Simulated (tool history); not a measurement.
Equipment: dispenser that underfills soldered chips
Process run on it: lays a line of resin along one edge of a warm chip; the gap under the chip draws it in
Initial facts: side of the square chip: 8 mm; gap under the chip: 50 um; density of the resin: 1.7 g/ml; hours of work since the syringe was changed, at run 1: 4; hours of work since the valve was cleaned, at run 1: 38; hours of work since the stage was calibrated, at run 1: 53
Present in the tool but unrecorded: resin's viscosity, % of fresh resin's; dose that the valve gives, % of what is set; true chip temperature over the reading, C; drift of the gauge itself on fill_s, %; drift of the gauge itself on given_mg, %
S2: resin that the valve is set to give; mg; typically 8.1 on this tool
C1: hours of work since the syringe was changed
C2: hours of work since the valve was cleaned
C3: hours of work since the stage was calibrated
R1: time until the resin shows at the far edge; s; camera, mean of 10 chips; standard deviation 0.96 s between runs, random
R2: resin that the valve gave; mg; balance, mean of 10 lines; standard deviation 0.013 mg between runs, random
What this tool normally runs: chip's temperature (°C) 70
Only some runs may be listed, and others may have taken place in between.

run 1 hour=0 | chip's_temperature_(°C)=70 S2=8.1 | C1=4 C2=38 C3=53 | R1=128.3 R2=7.98
run 2 hour=3.8 | chip's_temperature_(°C)=70 S2=8.1 | C1=7 C2=40 C3=56 | R1=153.1 R2=7.96
run 3 hour=6.3 | chip's_temperature_(°C)=70 S2=8.1 | C1=9 C2=42 C3=58 | R1=176.4 R2=7.97
-- hour=8.5 new syringe of resin
run 4 hour=10.3 | chip's_temperature_(°C)=70 S2=8.1 | C1=1 C2=45 C3=60 | R1=100.8 R2=7.97
run 5 hour=13.4 | chip's_temperature_(°C)=70 S2=8.1 | C1=3 C2=47 C3=62 | R1=115.4 R2=7.95
run 6 hour=18.1 | chip's_temperature_(°C)=70 S2=8.1 | C1=7 C2=50 C3=66 | R1=153.1 R2=7.91
-- hour=23.2 new syringe of resin
run 7 hour=23.6 | chip's_temperature_(°C)=70 S2=8.1 | C1=0 C2=54 C3=70 | R1=93.3 R2=7.94
run 8 hour=27.1 | chip's_temperature_(°C)=70 S2=8.1 | C1=3 C2=56 C3=72 | R1=109.1 R2=7.91
-- hour=33 dispensing valve cleaned and set on the balance
run 9 hour=33.1 | chip's_temperature_(°C)=70 S2=8.1 | C1=6 C2=0 C3=76 | R1=144.1 R2=8.11
run 10 hour=37.2 | chip's_temperature_(°C)=66 S2=8.1 | C1=9 C2=3 C3=79 | R1=213.6 R2=8.08
-- hour=38.9 new syringe of resin
run 11 hour=43 | chip's_temperature_(°C)=70 S2=8.27 | C1=3 C2=7 C3=83 | R1=112.8 R2=8.21
run 12 hour=47.3 | chip's_temperature_(°C)=67 S2=8.1 | C1=6 C2=10 C3=86 | R1=163.9 R2=8.04
run 13 hour=52.2 | chip's_temperature_(°C)=67 S2=8.1 | C1=10 C2=13 C3=89 | R1=210.5 R2=8.03
-- hour=53.4 new syringe of resin
run 14 hour=55.7 | chip's_temperature_(°C)=67 S2=8.1 | C1=2 C2=16 C3=91 | R1=118.4 R2=8.04
run 15 hour=58.1 | chip's_temperature_(°C)=67 S2=8.1 | C1=3 C2=17 C3=93 | R1=133 R2=8.05
run 16 hour=60.7 | chip's_temperature_(°C)=67 S2=8.1 | C1=5 C2=19 C3=95 | R1=153 R2=8.05
run 17 hour=63.7 | chip's_temperature_(°C)=67 S2=8.1 | C1=7 C2=22 C3=97 | R1=177.5 R2=8.02
-- hour=68.2 new syringe of resin
run 18 hour=69.4 | chip's_temperature_(°C)=67 S2=8.1 | C1=1 C2=25 C3=101 | R1=109.6 R2=7.99
run 19 hour=74.4 | chip's_temperature_(°C)=62 S2=7.13 | C1=4 C2=29 C3=105 | R1=193.3 R2=7.06
run 20 hour=79.5 | chip's_temperature_(°C)=72 S2=8.26 | C1=8 C2=33 C3=108 | R1=148.6 R2=8.12
-- hour=82.9 new syringe of resin
run 21 hour=84.7 | chip's_temperature_(°C)=71 S2=9.36 | C1=1 C2=36 C3=112 | R1=95.2 R2=9.21
run 22 hour=87.7 | chip's_temperature_(°C)=71 S2=9.36 | C1=3 C2=38 C3=114 | R1=111.6 R2=9.19
run 23 hour=90.1 | chip's_temperature_(°C)=71 S2=9.36 | C1=5 C2=40 C3=116 | R1=126.2 R2=9.19
run 24 hour=93.2 | chip's_temperature_(°C)=59 S2=10.3 | C1=7 C2=42 C3=118 | R1=261.8 R2=10.11
-- hour=97.8 new syringe of resin
run 25 hour=99 | chip's_temperature_(°C)=59 S2=10.3 | C1=1 C2=46 C3=122 | R1=162.2 R2=10.09
run 26 hour=103.2 | chip's_temperature_(°C)=59 S2=10.3 | C1=4 C2=49 C3=125 | R1=203 R2=10.09
run 27 hour=108.8 | chip's_temperature_(°C)=70 S2=9.31 | C1=8 C2=53 C3=129 | R1=159.4 R2=9.12
-- hour=112.3 new syringe of resin
run 28 hour=114.4 | chip's_temperature_(°C)=70 S2=9.31 | C1=2 C2=57 C3=133 | R1=97.8 R2=9.06
-- hour=119.9 dispensing valve cleaned and set on the balance
run 29 hour=120.6 | chip's_temperature_(°C)=74 S2=9.68 | C1=5 C2=0 C3=136 | R1=107 R2=9.72
run 30 hour=124.7 | chip's_temperature_(°C)=74 S2=9.68 | C1=8 C2=3 C3=139 | R1=130.9 R2=9.7
run 31 hour=127.1 | chip's_temperature_(°C)=72 S2=7.81 | C1=10 C2=5 C3=141 | R1=166.5 R2=7.83
-- hour=128.1 new syringe of resin
run 32 hour=130 | chip's_temperature_(°C)=72 S2=7.81 | C1=1 C2=7 C3=143 | R1=91.5 R2=7.79
run 33 hour=134.2 | chip's_temperature_(°C)=72 S2=7.81 | C1=4 C2=10 C3=146 | R1=113.1 R2=7.79
run 34 hour=137.9 | chip's_temperature_(°C)=76 S2=8.77 | C1=7 C2=13 C3=148 | R1=111.8 R2=8.76
-- hour=142.8 new syringe of resin
run 35 hour=142.8 | chip's_temperature_(°C)=63 S2=8.06 | C1=0 C2=16 C3=152 | R1=125.9 R2=8.01
run 36 hour=145.9 | chip's_temperature_(°C)=59 S2=8.1 | C1=2 C2=18 C3=154 | R1=183.5 R2=8.07

Consider 4 possible next runs. They are alternatives, not a sequence: every one starts from the tool as it was left by run 36. What does each give?
run A hour=148.5 | chip's_temperature_(°C)=59 S2=10.3 | C1=4 C2=20 C3=156 | R1=? R2=?
run B hour=148.5 | chip's_temperature_(°C)=57 S2=9.19 | C1=4 C2=20 C3=156 | R1=? R2=?
run C hour=148.5 | chip's_temperature_(°C)=59 S2=8.07 | C1=4 C2=20 C3=156 | R1=? R2=?
run D hour=148.5 | chip's_temperature_(°C)=79 S2=9.2 | C1=4 C2=20 C3=156 | R1=? R2=?

run=A R1=203.3 R2=10.24
run=B R1=220.3 R2=9.13
run=C R1=207.3 R2=8.01
run=D R1=77.9 R2=9.16
Stripped of hidden state, with their random variation kept, the same runs would have yielded:
run=A R1=154 R2=10.31
run=B R1=167.1 R2=9.18
run=C R1=157.1 R2=8.06
run=D R1=58.9 R2=9.21

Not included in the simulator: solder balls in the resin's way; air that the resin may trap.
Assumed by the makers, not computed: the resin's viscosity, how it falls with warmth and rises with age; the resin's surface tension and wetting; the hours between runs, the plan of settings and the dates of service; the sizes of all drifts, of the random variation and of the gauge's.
